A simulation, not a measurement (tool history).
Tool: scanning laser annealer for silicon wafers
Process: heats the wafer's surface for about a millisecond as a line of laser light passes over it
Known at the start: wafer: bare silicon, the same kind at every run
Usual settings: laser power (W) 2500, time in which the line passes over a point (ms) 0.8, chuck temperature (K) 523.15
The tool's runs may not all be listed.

run,hour,laser power (W),time in which the line passes over a point (ms),chuck temperature (K),highest temperature of the surface (K)
1,0,2500,0.8,523.15,1297.15
2,10.8,2500,0.8,523.15,1296.15
3,28.4,2196,0.8,523.15,1177.15
4,44.4,2196,0.8,523.15,1176.15
5,56.7,2500,0.8,556.15,1333.15
6,70,2500,0.8,484.15,1256.15
7,81.6,2500,0.8,484.15,1255.15
8,93.3,2190,0.8,523.15,1174.15
9,108.2,2190,0.8,523.15,1173.15
10,122.9,2190,0.8,518.15,1168.15
11,142.6,2190,0.8,518.15,1168.15
12,152.8,2500,0.781,523.15,1285.15
13,165.6,2333,0.8,523.15,1231.15
14,182.3,2500,0.8,527.15,1301.15
15,196.8,2500,0.8,527.15,1299.15
16,207.2,2500,0.8,527.15,1299.15
17,220.4,2500,0.8,523.15,1294.15
18,240.8,2500,0.8,552.15,1321.15
19,257.4,2500,0.8,552.15,1322.15
# hour 267.4: optics aligned, line set to its width
20,278.3,2500,0.8,552.15,1321.15
21,296.4,2500,0.8,552.15,1327.15
22,311.2,2406,0.722,533.15,1229.15
23,325.4,2406,0.722,533.15,1231.15
24,341,2345,0.794,517.15,1225.15
25,355.2,2189,0.563,486.15,1029.15

The next listed run, before its measurement:
26,371.7,2570,0.563,486.15,?

{"run 26": {"highest temperature of the surface (K)": 1151.15}}
Without the tool's hidden state the same run would have given highest temperature of the surface (K) 1151.15.

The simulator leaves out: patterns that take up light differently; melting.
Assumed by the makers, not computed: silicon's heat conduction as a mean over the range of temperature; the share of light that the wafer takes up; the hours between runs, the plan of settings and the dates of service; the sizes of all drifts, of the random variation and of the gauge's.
